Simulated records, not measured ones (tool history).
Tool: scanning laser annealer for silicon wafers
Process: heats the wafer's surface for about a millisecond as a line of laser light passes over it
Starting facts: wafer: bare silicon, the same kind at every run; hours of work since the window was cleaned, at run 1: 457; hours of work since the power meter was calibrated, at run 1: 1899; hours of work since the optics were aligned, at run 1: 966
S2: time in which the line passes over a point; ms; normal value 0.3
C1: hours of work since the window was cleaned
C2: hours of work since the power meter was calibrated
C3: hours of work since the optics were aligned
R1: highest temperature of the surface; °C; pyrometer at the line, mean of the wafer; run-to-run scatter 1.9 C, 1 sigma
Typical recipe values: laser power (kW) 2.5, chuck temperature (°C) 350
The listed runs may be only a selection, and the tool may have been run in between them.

Run 1, hour 0: usual settings; C1 457; C2 1899; C3 966. Result: R1 1053 °C.
Run 2, hour 83.9: usual settings but S2 0.276 ms; C1 509; C2 1952; C3 1018. Result: R1 1020 °C.
Run 3, hour 146.7: usual settings but S2 0.276 ms; C1 549; C2 1991; C3 1058. Result: R1 1015 °C.
At hour 216.7: window over the wafer cleaned.
Run 4, hour 232.6: usual settings; C1 10; C2 2044; C3 1110. Result: R1 1084 °C.
Run 5, hour 301.5: usual settings; C1 53; C2 2087; C3 1153. Result: R1 1083 °C.
Run 6, hour 338.1: usual settings; C1 76; C2 2110; C3 1176. Result: R1 1078 °C.
Run 7, hour 385.7: usual settings; C1 106; C2 2140; C3 1206. Result: R1 1070 °C.
Run 8, hour 436.8: usual settings but laser power (kW) 2.153; C1 138; C2 2172; C3 1238. Result: R1 982 °C.
Run 9, hour 494.2: usual settings but laser power (kW) 2.153; C1 174; C2 2208; C3 1274. Result: R1 981 °C.
At hour 504.8: laser's power meter calibrated.
Run 10, hour 553.5: usual settings but S2 0.268 ms; C1 209; C2 31; C3 1309. Result: R1 1030 °C.
Run 11, hour 588.3: usual settings but S2 0.268 ms, chuck temperature (°C) 337; C1 231; C2 52; C3 1331. Result: R1 1018 °C.
Run 12, hour 667.2: usual settings; C1 280; C2 102; C3 1380. Result: R1 1069 °C.
Run 13, hour 731.7: usual settings but laser power (kW) 2.592, S2 0.308 ms, chuck temperature (°C) 349; C1 321; C2 142; C3 1421. Result: R1 1099 °C.
Run 14, hour 782.5: usual settings but laser power (kW) 2.592, S2 0.308 ms, chuck temperature (°C) 349; C1 352; C2 174; C3 1453. Result: R1 1096 °C.
Run 15, hour 849.6: usual settings but laser power (kW) 2.152, S2 0.342 ms, chuck temperature (°C) 349; C1 394; C2 216; C3 1495. Result: R1 1010 °C.
Run 16, hour 926.8: usual settings but laser power (kW) 2.749, S2 0.318 ms; C1 443; C2 264; C3 1543. Result: R1 1148 °C.

Run 17 has not been measured yet. What should we expect?
At hour 940: laser's power meter calibrated, once more.
Run 17, hour 964.8: usual settings but laser power (kW) 2.655, S2 0.354 ms, chuck temperature (°C) 317; C1 465; C2 16; C3 1565. Result: R1 ?.

Run 17 produced R1 1117 °C.
Were there no unlogged condition in the tool, this run, its random variation unchanged, would have produced R1 1166 °C.
